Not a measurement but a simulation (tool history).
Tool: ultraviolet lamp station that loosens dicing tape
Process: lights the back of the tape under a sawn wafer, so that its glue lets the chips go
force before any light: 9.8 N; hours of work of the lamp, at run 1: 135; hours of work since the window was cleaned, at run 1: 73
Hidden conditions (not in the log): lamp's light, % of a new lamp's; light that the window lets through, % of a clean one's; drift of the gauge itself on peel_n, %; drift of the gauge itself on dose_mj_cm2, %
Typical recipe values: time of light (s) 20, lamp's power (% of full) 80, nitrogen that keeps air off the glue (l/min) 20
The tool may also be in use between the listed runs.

run	day	time of light (s)	lamp's power (% of full)	nitrogen that keeps air off the glue (l/min)	hours of work of the lamp	hours of work since the window was cleaned	force that peels the tape off (N)	light that reached the tape (J/m2)
1	0.000	20	80	20	135	73	0.282	5360
2	0.712	20	80	20	144	82	0.289	5380
3	1.512	20	80	20	154	92	0.297	5310
4	2.071	20	80	20	161	99	0.299	5250
5	2.896	20	80	20	171	109	0.303	5240
6	3.275	20	80	20	175	113	0.306	5230
7	4.067	20	80	20	185	123	0.301	5190
8	4.612	20	80	6	192	130	0.557	5150
9	5.329	20	80	6	201	139	0.565	5120
10	5.975	25	80	6	208	147	0.363	6370
11	6.612	30	95	20	216	154	0.169	9010
# day 6.679: window cleaned of glue's vapour
12	7.212	30	95	20	223	7	0.179	8760
13	7.967	30	88	20	233	16	0.181	8090
14	8.350	22	98	13	237	20	0.245	6640
15	8.858	36	77	33	244	27	0.182	8440
16	9.425	17	71	13	250	34	0.825	3640
17	9.829	12	97	32	255	39	0.606	3500
# day 10.229: window cleaned of glue's vapour, once more
18	10.558	12	97	32	264	4	0.482	3870

Here are 3 independent what-if runs from the current tool condition. What would each one return?
A	11.183	20	71	20	272	12	?	?
B	11.183	36	80	18	272	12	?	?
C	11.183	20	80	20	272	12	?	?

run	force that peels the tape off (N)	light that reached the tape (J/m2)
A	0.360	4730
B	0.179	9660
C	0.312	5330
With the hidden condition removed and each run's random variation left untouched, the same runs would have given:
run	force that peels the tape off (N)	light that reached the tape (J/m2)
A	0.293	5230
B	0.177	10690
C	0.266	5890

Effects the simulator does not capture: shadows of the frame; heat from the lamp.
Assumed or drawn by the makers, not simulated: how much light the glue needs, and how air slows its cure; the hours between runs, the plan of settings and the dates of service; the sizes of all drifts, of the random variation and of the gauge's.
